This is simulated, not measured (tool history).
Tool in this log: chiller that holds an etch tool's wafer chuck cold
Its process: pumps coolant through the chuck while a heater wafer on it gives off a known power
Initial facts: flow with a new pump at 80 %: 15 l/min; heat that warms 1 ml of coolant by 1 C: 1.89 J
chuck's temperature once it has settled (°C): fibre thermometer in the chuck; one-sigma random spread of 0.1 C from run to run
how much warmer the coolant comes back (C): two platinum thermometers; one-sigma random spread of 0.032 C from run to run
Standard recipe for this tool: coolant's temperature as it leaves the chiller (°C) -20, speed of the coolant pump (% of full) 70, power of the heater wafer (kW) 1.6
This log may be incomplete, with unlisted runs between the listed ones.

run,hour,coolant's temperature as it leaves the chiller (°C),speed of the coolant pump (% of full),power of the heater wafer (kW),chuck's temperature once it has settled (°C),how much warmer the coolant comes back (C)
1,0,-20,70,1.6,-9.2,3.94
2,78.8,-20,70,1.6,-9.5,3.88
3,205.4,-20,70,1.6,-9.4,3.82
4,273.7,-20,70,1.6,-9.1,3.89
5,356.2,-20,70,1.6,-9.4,3.8
6,444.7,-20,70,1.6,-9.2,3.9
7,580.2,-20,70,1.6,-9.3,3.89
8,669.6,-20,70,1.6,-9.2,3.92
9,790.2,-20,70,1.6,-9.4,3.83
10,873.3,-20,70,1.6,-9.3,3.81
11,995.3,-20,70,1.6,-9.3,3.8
12,1053.2,-20,70,1.6,-9.1,3.81
13,1175.5,-29,70,1.6,-18.4,3.72
14,1302.6,-29,70,1.6,-18.4,3.77
15,1441.5,-20,70,1.6,-9.4,3.74
16,1506.9,-20,70,1.6,-9.3,3.73
17,1592.2,-20,70,1.232,-11.6,2.84
18,1713.7,-20,70,1.232,-11.7,2.83
19,1787.5,-20,70,0.869,-14.3,1.91
20,1898,-24,97,2.124,-13.4,3.39
21,2011.4,-22,97,2.171,-10.9,3.4
22,2105.6,-17,67,2.338,-0.9,5.72
23,2166.9,-17,67,2.338,-0.8,5.75
24,2234.3,-17,82,1.399,-8.8,2.6
# hour 2246.9: chiller's thermometer calibrated
25,2369.8,-21,82,1.399,-12.9,2.6
26,2432.9,-26,94,1.707,-17,2.71
# hour 2524.1: gauge calibrated
27,2572.1,-15,70,1.868,-2.6,4.57
28,2689.5,-17,98,1.07,-11.6,1.77
29,2776.9,-10,87,1.07,-3.8,2.03
30,2859.9,-10,87,1.07,-4.2,1.99
31,2949.8,-20,67,1.042,-12.8,2.64
32,3086.3,-20,67,1.042,-12.7,2.62
33,3191.8,-17,70,1.09,-9.7,2.55

What if the next run were any one of these 3? Each begins from the tool's condition after run 33:
A,3263.3,-17,70,0.975,?,?
B,3263.3,-17,70,1.395,?,?
C,3263.3,-11,69,1.254,?,?

run,chuck's temperature once it has settled (°C),how much warmer the coolant comes back (C)
A,-10.5,2.29
B,-7.6,3.35
C,-2.5,3.02
Stripped of hidden state, with their random variation kept, the same runs would have yielded:
run,chuck's temperature once it has settled (°C),how much warmer the coolant comes back (C)
A,-10.5,2.38
B,-7.6,3.45
C,-2.5,3.12

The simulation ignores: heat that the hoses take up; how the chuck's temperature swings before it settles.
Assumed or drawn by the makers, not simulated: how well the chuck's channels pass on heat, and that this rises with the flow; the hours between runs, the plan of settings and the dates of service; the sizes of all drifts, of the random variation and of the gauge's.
